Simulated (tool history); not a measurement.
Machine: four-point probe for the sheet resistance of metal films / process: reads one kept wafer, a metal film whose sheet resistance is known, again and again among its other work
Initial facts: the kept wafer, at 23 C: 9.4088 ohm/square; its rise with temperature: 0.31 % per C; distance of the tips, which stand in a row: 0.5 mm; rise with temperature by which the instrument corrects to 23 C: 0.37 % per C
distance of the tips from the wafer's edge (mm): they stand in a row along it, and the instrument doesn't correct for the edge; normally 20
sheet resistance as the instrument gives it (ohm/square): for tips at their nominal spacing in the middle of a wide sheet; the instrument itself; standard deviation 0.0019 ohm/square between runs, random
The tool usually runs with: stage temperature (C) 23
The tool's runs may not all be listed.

run,day,stage temperature (C),distance of the tips from the wafer's edge (mm),sheet resistance as the instrument gives it (ohm/square)
1,0,23,20,9.426135
2,3.512,23,20,9.429623
3,7.808,33,20,9.380036
4,12.354,33,20,9.381746
5,16.312,33,3,9.523415
6,18.758,33,3,9.524148
7,22.321,33,3,9.527184
8,25.696,23,49,9.439514
9,30.229,23,49,9.446181
10,35.383,28,20,9.427218
11,38.867,28,20,9.428423
12,44.004,28,20,9.434382
13,47.367,32,5,9.461608
14,52.446,32,4,9.494682
15,56.062,31,16,9.427097
# day 56.312: stage's thermometer calibrated
16,58.642,22,10,9.466245
17,61.329,22,10,9.467404
18,65.558,22,10,9.468751
19,68.858,28,6,9.470528
20,71.525,21,20,9.472501
# day 73.112: new probe head fitted
21,76.254,25,33,9.363371
22,78.854,32,35,9.329514
23,82.862,35,56,9.31718

Predict each of these 3 candidate next runs independently; none follows another, all start after run 23:
A,86.604,22,25,?
B,86.604,23,17,?
C,86.604,20,20,?

run,sheet resistance as the instrument gives it (ohm/square)
A,9.389913
B,9.3838
C,9.401755
Without the tool's unlogged condition, the same runs would have read:
run,sheet resistance as the instrument gives it (ohm/square)
A,9.417978
B,9.411847
C,9.429852
